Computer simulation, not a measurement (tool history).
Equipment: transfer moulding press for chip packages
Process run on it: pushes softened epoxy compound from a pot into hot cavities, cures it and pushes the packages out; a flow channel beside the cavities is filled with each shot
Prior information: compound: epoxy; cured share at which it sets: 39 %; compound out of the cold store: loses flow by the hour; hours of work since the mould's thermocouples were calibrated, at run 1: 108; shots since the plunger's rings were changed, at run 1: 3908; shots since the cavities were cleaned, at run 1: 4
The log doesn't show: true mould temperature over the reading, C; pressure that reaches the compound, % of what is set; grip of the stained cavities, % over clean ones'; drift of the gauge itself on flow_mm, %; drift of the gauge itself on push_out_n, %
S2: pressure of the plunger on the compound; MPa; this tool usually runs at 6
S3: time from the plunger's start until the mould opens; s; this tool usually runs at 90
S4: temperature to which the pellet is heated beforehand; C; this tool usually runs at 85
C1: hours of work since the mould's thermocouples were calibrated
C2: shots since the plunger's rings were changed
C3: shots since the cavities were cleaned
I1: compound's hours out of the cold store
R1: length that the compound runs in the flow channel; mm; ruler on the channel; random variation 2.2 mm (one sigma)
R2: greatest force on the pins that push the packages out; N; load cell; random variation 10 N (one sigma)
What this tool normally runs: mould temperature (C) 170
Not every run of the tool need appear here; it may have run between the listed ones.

Run 1, day 0: usual settings; C1 108; C2 3908; C3 4; I1 32.3. Result: R1 571 mm, R2 456 N.
Run 2, day 2.129: usual settings; C1 138; C2 4531; C3 627; I1 45.8. Result: R1 536 mm, R2 711 N.
At day 3.708: cavities cleaned with cleaning compound and waxed.
At day 4.371: plunger's sealing rings changed.
Run 3, day 4.988: usual settings; C1 177; C2 180; C3 344; I1 26.4. Result: R1 602 mm, R2 711 N.
At day 7.258: cavities cleaned with cleaning compound and waxed.
Run 4, day 8.258: usual settings but S2 5.52 MPa; C1 223; C2 1120; C3 292; I1 12.2. Result: R1 609 mm, R2 734 N.
Run 5, day 10.45: usual settings but S2 5.52 MPa; C1 255; C2 1761; C3 933; I1 38.3. Result: R1 543 mm, R2 767 N.
At day 10.7: cavities cleaned with cleaning compound and waxed.
Run 6, day 13.754: usual settings but S2 5.52 MPa, S3 118 s; C1 301; C2 2710; C3 894; I1 19.1. Result: R1 585 mm, R2 631 N.
At day 14.229: cavities cleaned with cleaning compound and waxed.
Run 7, day 15.283: usual settings but S2 5.52 MPa, S3 118 s; C1 322; C2 3140; C3 308; I1 12. Result: R1 599 mm, R2 557 N.
Run 8, day 17.121: usual settings but S2 5.52 MPa, S3 118 s, S4 88 C; C1 349; C2 3678; C3 846; I1 25.7. Result: R1 563 mm, R2 643 N.
At day 17.712: cavities cleaned with cleaning compound and waxed.
Run 9, day 19.058: usual settings; C1 376; C2 4228; C3 394; I1 35.3. Result: R1 561 mm, R2 726 N.
Run 10, day 20.912: usual settings; C1 402; C2 4771; C3 937; I1 26.7. Result: R1 580 mm, R2 778 N.
At day 21.212: cavities cleaned with cleaning compound and waxed.
At day 22.283: plunger's sealing rings changed.
Run 11, day 22.754: usual settings but S3 80 s; C1 426; C2 137; C3 421; I1 41.1. Result: R1 566 mm, R2 843 N.
At day 24.8: cavities cleaned with cleaning compound and waxed.
Run 12, day 26.142: usual settings but S3 85 s; C1 474; C2 1111; C3 393; I1 43.4. Result: R1 554 mm, R2 748 N.
At day 28.425: cavities cleaned with cleaning compound and waxed.
Run 13, day 28.512: usual settings but mould temperature (C) 178; C1 507; C2 1786; C3 24; I1 22.2. Result: R1 576 mm, R2 415 N.
At day 31.883: cavities cleaned with cleaning compound and waxed.
Run 14, day 31.996: usual settings but mould temperature (C) 178; C1 556; C2 2788; C3 32; I1 46. Result: R1 522 mm, R2 393 N.
At day 35.375: cavities cleaned with cleaning compound and waxed.
Run 15, day 35.375: usual settings but mould temperature (C) 178; C1 604; C2 3759; C3 0; I1 44.7. Result: R1 523 mm, R2 396 N.
At day 36.433: mould's thermocouples calibrated.
Run 16, day 37.379: usual settings but mould temperature (C) 169, S4 80 C; C1 14; C2 4322; C3 563; I1 47.1. Result: R1 540 mm, R2 759 N.
At day 39.058: cavities cleaned with cleaning compound and waxed.
Run 17, day 39.812: usual settings but mould temperature (C) 169, S4 81 C; C1 48; C2 5016; C3 220; I1 39. Result: R1 553 mm, R2 685 N.
At day 40.338: plunger's sealing rings changed.
At day 42.558: cavities cleaned with cleaning compound and waxed.
Run 18, day 43.308: usual settings but S4 81 C; C1 95; C2 851; C3 219; I1 21. Result: R1 613 mm, R2 672 N.
Run 19, day 45.304: usual settings but mould temperature (C) 164, S3 103 s; C1 124; C2 1435; C3 803; I1 37.3. Result: R1 591 mm, R2 873 N.
At day 46.204: cavities cleaned with cleaning compound and waxed.
Run 20, day 47.088: usual settings but mould temperature (C) 163; C1 149; C2 1939; C3 258; I1 13.5. Result: R1 655 mm, R2 1154 N.
Run 21, day 49.488: usual settings but mould temperature (C) 163; C1 183; C2 2642; C3 961; I1 31. Result: R1 604 mm, R2 1275 N.
At day 49.725: cavities cleaned with cleaning compound and waxed.
Run 22, day 52.233: usual settings but mould temperature (C) 172, S2 6.18 MPa, S4 75 C; C1 222; C2 3427; C3 734; I1 9.6. Result: R1 632 mm, R2 729 N.
At day 53.371: cavities cleaned with cleaning compound and waxed.
Run 23, day 55.354: usual settings but mould temperature (C) 175, S2 6.18 MPa, S3 81 s, S4 75 C; C1 266; C2 4323; C3 580; I1 45.3. Result: R1 534 mm, R2 691 N.
At day 56.858: cavities cleaned with cleaning compound and waxed.
Run 24, day 56.908: usual settings but S3 76 s, S4 86 C; C1 287; C2 4760; C3 15; I1 13.3. Result: R1 616 mm, R2 702 N.
At day 58.35: plunger's sealing rings changed.
Run 25, day 59.271: usual settings but S2 4.64 MPa, S3 101 s, S4 91 C; C1 319; C2 269; C3 676; I1 9.4. Result: R1 568 mm, R2 693 N.
At day 60.4: cavities cleaned with cleaning compound and waxed.
Run 26, day 61.7: usual settings but mould temperature (C) 171, S2 4.87 MPa, S4 78 C; C1 353; C2 962; C3 381; I1 10.5. Result: R1 577 mm, R2 684 N.

Each row is a separate what-if for the run after 26, all from the same tool condition, not one after another. Results?
At day 63.796: cavities cleaned with cleaning compound and waxed.
Run A, day 64.679: usual settings but mould temperature (C) 171, S2 7.23 MPa, S4 84 C; C1 395; C2 1815; C3 257; I1 45.4. Result: R1 ?, R2 ?.
At day 63.796: cavities cleaned with cleaning compound and waxed.
Run B, day 64.679: usual settings but mould temperature (C) 171, S2 4.87 MPa, S3 101 s, S4 78 C; C1 395; C2 1815; C3 257; I1 42.5. Result: R1 ?, R2 ?.
At day 63.796: cavities cleaned with cleaning compound and waxed.
Run C, day 64.679: usual settings but mould temperature (C) 169, S2 4.87 MPa, S3 126 s, S4 78 C; C1 395; C2 1815; C3 257; I1 40.2. Result: R1 ?, R2 ?.
At day 63.796: cavities cleaned with cleaning compound and waxed.
Run D, day 64.679: usual settings but S2 5.88 MPa, S3 82 s; C1 395; C2 1815; C3 257; I1 35. Result: R1 ?, R2 ?.

run   R1   R2
  A  600  627
  B  498  567
  C  506  562
  D  565  739
Stripped of hidden state, with their random variation kept, the same runs would have yielded:
run   R1   R2
  A  610  447
  B  506  399
  C  515  396
  D  575  531
